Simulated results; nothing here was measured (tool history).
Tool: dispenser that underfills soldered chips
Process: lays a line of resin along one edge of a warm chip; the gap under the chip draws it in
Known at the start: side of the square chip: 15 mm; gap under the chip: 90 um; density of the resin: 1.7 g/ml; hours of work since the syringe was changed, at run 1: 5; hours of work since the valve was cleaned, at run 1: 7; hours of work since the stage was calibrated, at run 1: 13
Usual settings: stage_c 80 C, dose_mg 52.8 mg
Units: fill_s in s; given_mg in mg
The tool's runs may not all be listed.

run  hour  stage_c  dose_mg  hours of work since the syringe was changed  hours of work since the valve was cleaned  hours of work since the stage was calibrated  fill_s  given_mg
  1   0.0       80     52.8                                            5                                          7                                            13    60.0     52.02
      2.9  -- new syringe of resin
  2   3.7       80     61.1                                            1                                          9                                            15    45.3     60.89
  3   7.9       80     61.1                                            3                                         12                                            18    51.4     60.97
  4  11.5       80     61.1                                            6                                         14                                            20    60.6     60.47
     13.7  -- new syringe of resin
  5  13.8       80     50.4                                            0                                         16                                            22    44.1     49.76
  6  18.2       80     52.8                                            3                                         19                                            24    51.3     52.29
  7  21.5       80     45.1                                            5                                         21                                            27    59.9     44.63
     24.7  -- new syringe of resin
  8  25.6       80     45.1                                            1                                         23                                            29    48.2     44.91
  9  30.0       80     61.9                                            4                                         26                                            32    53.2     61.75
 10  32.5       80     52.8                                            5                                         28                                            34    59.5     52.25
     35.5  -- new syringe of resin
 11  36.7       84     52.8                                            1                                         31                                            36    39.6     52.04
 12  38.8       84     52.8                                            2                                         32                                            38    42.3     52.17
 13  42.8       67     67.8                                            5                                         35                                            40    99.3     66.90
 14  45.4       83     46.1                                            7                                         36                                            42    58.6     45.14
     46.5  -- new syringe of resin
 15  47.6       89     51.7                                            1                                         38                                            43    32.4     50.62
 16  51.8       80     54.5                                            4                                         40                                            46    55.0     54.11
 17  54.1       89     54.3                                            5                                         42                                            48    42.4     53.69
 18  56.4       83     45.1                                            7                                         43                                            49    59.8     44.73
     57.5  -- new syringe of resin
 19  59.7       71     52.8                                            1                                         45                                            51    71.8     51.73
 20  62.6       71     52.8                                            3                                         47                                            53    79.8     51.96
 21  67.1       86     61.8                                            6                                         50                                            56    50.3     60.57

Some steps in fill_s between neighbouring runs. How much of each would the tool show without its hidden state too (settings, what came in, random variation), and how much is left for the hidden state, with any gauge scatter that isn't in both results?
The hidden state here: resin's viscosity, % of fresh resin's; dose that the valve gives, % of what is set; true chip temperature over the reading, C; drift of the gauge itself on fill_s, %; drift of the gauge itself on given_mg, %.
Run 4 -> 5: dose_mg 61.1 -> 50.4, new syringe of resin. fill_s -16.5 s: hidden state -16.9, all else +0.4.
Run 12 -> 13: stage_c 84 -> 67, dose_mg 52.8 -> 67.8. fill_s +57.0 s: hidden state +18.1, all else +38.9.
Run 13 -> 14: stage_c 67 -> 83, dose_mg 67.8 -> 46.1. fill_s -40.7 s: hidden state -5.0, all else -35.7.

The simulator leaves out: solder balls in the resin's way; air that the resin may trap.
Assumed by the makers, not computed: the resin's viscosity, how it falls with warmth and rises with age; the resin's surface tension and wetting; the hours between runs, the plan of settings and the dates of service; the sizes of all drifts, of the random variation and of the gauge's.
